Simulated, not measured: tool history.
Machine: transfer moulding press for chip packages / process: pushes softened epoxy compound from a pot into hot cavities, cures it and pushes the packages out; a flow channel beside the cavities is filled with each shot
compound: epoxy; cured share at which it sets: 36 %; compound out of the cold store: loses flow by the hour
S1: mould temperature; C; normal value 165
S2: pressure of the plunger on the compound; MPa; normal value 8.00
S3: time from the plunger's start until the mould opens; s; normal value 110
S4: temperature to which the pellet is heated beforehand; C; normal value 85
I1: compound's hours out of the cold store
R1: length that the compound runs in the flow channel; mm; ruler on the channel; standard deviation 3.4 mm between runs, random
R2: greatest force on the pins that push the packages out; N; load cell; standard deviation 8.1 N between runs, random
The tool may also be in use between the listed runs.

| run | hour | S1 | S2 | S3 | S4 | I1 | R1 | R2 |
|---|---|---|---|---|---|---|---|---|
| 1 | 0.0 | 165 | 8.00 | 110 | 85 | 40.4 | 583 | 356 |
| 2 | 64.0 | 165 | 8.00 | 110 | 85 | 13.1 | 659 | 542 |
|  | 87.1 | cavities cleaned with cleaning compound and waxed |
| 3 | 114.2 | 165 | 8.00 | 110 | 85 | 23.1 | 623 | 443 |
|  | 176.7 | cavities cleaned with cleaning compound and waxed |
| 4 | 188.6 | 165 | 6.09 | 110 | 85 | 44.5 | 479 | 374 |
|  | 262.9 | cavities cleaned with cleaning compound and waxed |
| 5 | 262.9 | 165 | 6.09 | 110 | 85 | 16.4 | 549 | 343 |
| 6 | 342.9 | 165 | 6.09 | 110 | 92 | 33.8 | 497 | 556 |
|  | 351.0 | cavities cleaned with cleaning compound and waxed |
|  | 360.5 | plunger's sealing rings changed |
| 7 | 409.1 | 165 | 8.00 | 100 | 85 | 15.6 | 660 | 594 |
|  | 441.3 | cavities cleaned with cleaning compound and waxed |
| 8 | 455.8 | 165 | 8.00 | 100 | 85 | 12.2 | 663 | 476 |
| 9 | 499.4 | 165 | 8.00 | 100 | 85 | 28.5 | 609 | 550 |
|  | 530.1 | cavities cleaned with cleaning compound and waxed |
|  | 555.8 | mould's thermocouples calibrated |
| 10 | 582.8 | 165 | 8.00 | 100 | 85 | 45.7 | 543 | 551 |
|  | 618.6 | cavities cleaned with cleaning compound and waxed |
| 11 | 675.8 | 165 | 8.00 | 100 | 85 | 31.2 | 579 | 586 |
|  | 708.3 | cavities cleaned with cleaning compound and waxed |
| 12 | 723.8 | 165 | 8.00 | 100 | 85 | 39.0 | 555 | 437 |
| 13 | 766.2 | 165 | 8.00 | 100 | 85 | 20.8 | 603 | 571 |
|  | 779.7 | plunger's sealing rings changed |
|  | 798.1 | cavities cleaned with cleaning compound and waxed |
| 14 | 826.0 | 170 | 8.00 | 130 | 85 | 11.6 | 665 | 409 |
| 15 | 870.8 | 159 | 8.23 | 131 | 80 | 9.3 | 706 | 587 |
|  | 890.9 | cavities cleaned with cleaning compound and waxed |
| 16 | 949.1 | 159 | 8.23 | 131 | 80 | 23.4 | 641 | 571 |
|  | 982.4 | cavities cleaned with cleaning compound and waxed |
| 17 | 1027.8 | 165 | 7.35 | 110 | 85 | 27.0 | 577 | 516 |
|  | 1071.0 | cavities cleaned with cleaning compound and waxed |
| 18 | 1100.0 | 164 | 8.78 | 118 | 81 | 23.9 | 635 | 436 |
| 19 | 1151.0 | 161 | 8.78 | 107 | 81 | 45.7 | 558 | 643 |
|  | 1161.4 | cavities cleaned with cleaning compound and waxed |
|  | 1199.4 | plunger's sealing rings changed |
| 20 | 1215.1 | 161 | 8.78 | 107 | 81 | 36.0 | 635 | 627 |
|  | 1252.8 | cavities cleaned with cleaning compound and waxed |
| 21 | 1301.5 | 158 | 8.00 | 122 | 85 | 28.1 | 620 | 609 |
|  | 1341.4 | cavities cleaned with cleaning compound and waxed |
| 22 | 1356.2 | 158 | 6.08 | 136 | 90 | 40.7 | 511 | 403 |
|  | 1428.3 | cavities cleaned with cleaning compound and waxed |
| 23 | 1428.3 | 165 | 9.53 | 110 | 85 | 25.6 | 658 | 367 |
|  | 1472.9 | mould's thermocouples calibrated |
| 24 | 1476.9 | 159 | 9.70 | 110 | 87 | 12.8 | 724 | 701 |
|  | 1517.1 | cavities cleaned with cleaning compound and waxed |
| 25 | 1543.5 | 159 | 9.70 | 110 | 87 | 39.6 | 616 | 571 |
|  | 1605.5 | cavities cleaned with cleaning compound and waxed |
|  | 1621.0 | plunger's sealing rings changed |
| 26 | 1621.0 | 165 | 8.00 | 143 | 85 | 24.6 | 633 | 370 |

Below are 3 alternative next runs, each starting from the tool's condition after run 26. Predict each:
| A | 1664.5 | 162 | 8.00 | 143 | 85 | 34.4 | ? | ? |
| B | 1664.5 | 165 | 8.22 | 110 | 86 | 21.0 | ? | ? |
| C | 1664.5 | 165 | 8.00 | 110 | 80 | 37.6 | ? | ? |

| run | R1 | R2 |
|---|---|---|
| A | 608 | 470 |
| B | 654 | 520 |
| C | 598 | 515 |
With no hidden state in the tool, these same runs would have given:
| run | R1 | R2 |
|---|---|---|
| A | 613 | 320 |
| B | 660 | 356 |
| C | 604 | 353 |

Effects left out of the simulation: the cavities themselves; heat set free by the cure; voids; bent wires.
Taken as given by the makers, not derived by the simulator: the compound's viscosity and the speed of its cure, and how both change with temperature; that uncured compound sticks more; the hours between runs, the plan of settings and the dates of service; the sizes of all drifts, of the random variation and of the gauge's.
